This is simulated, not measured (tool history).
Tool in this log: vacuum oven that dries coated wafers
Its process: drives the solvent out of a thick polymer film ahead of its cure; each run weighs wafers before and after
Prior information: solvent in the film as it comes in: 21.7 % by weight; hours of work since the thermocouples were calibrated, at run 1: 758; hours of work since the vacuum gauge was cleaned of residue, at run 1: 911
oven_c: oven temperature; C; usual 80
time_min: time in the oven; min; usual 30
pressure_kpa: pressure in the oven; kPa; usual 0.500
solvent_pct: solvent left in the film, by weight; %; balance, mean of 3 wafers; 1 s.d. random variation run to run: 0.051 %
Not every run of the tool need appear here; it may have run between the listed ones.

run	day	oven_c	time_min	pressure_kpa	hours of work since the thermocouples were calibrated	hours of work since the vacuum gauge was cleaned of residue	solvent_pct
1	0.000	80	30	0.500	758	911	1.15
2	1.075	80	30	0.500	775	929	1.08
3	3.029	80	30	0.500	807	960	1.19
4	4.083	80	30	0.500	824	977	1.13
5	5.588	80	30	0.500	848	1002	1.19
6	7.308	80	30	0.500	876	1029	1.19
7	8.850	80	30	0.500	901	1054	1.21
8	9.892	80	30	0.500	918	1071	1.23
9	11.654	80	30	0.500	946	1099	1.21
10	13.242	80	30	0.500	972	1125	1.26
11	15.200	80	30	0.500	1003	1157	1.19
12	17.092	80	30	0.500	1034	1187	1.31
13	18.158	80	30	0.500	1051	1205	1.24
14	20.417	80	30	0.500	1088	1241	1.25
15	22.479	74	30	0.408	1121	1274	3.07
16	24.033	87	19	0.408	1146	1299	1.02
17	25.833	89	19	0.973	1175	1328	0.97
18	26.988	89	19	0.973	1194	1347	0.95
19	28.867	68	19	0.305	1224	1377	8.83
20	31.096	68	19	0.305	1260	1413	8.71
21	33.346	85	19	0.513	1296	1450	1.63
22	34.929	74	27	1.401	1322	1475	4.22
23	36.646	74	27	1.401	1350	1503	4.16
24	37.746	81	30	0.500	1367	1521	1.17
25	39.004	81	30	0.500	1388	1541	1.17
26	40.058	73	30	0.437	1405	1558	3.62
27	41.192	80	22	0.500	1423	1577	2.57
28	42.533	76	34	0.329	1445	1598	2.14

What if the next run were any one of these 3? Each begins from the tool's condition after run 28:
A	44.704	94	26	1.974	1480	1633	?
B	44.704	80	30	1.944	1480	1633	?
C	44.704	77	21	0.342	1480	1633	?

run	solvent_pct
A	0.54
B	1.87
C	4.08
Without the tool's unlogged condition, the same runs would have read:
run	solvent_pct
A	0.41
B	1.26
C	3.02
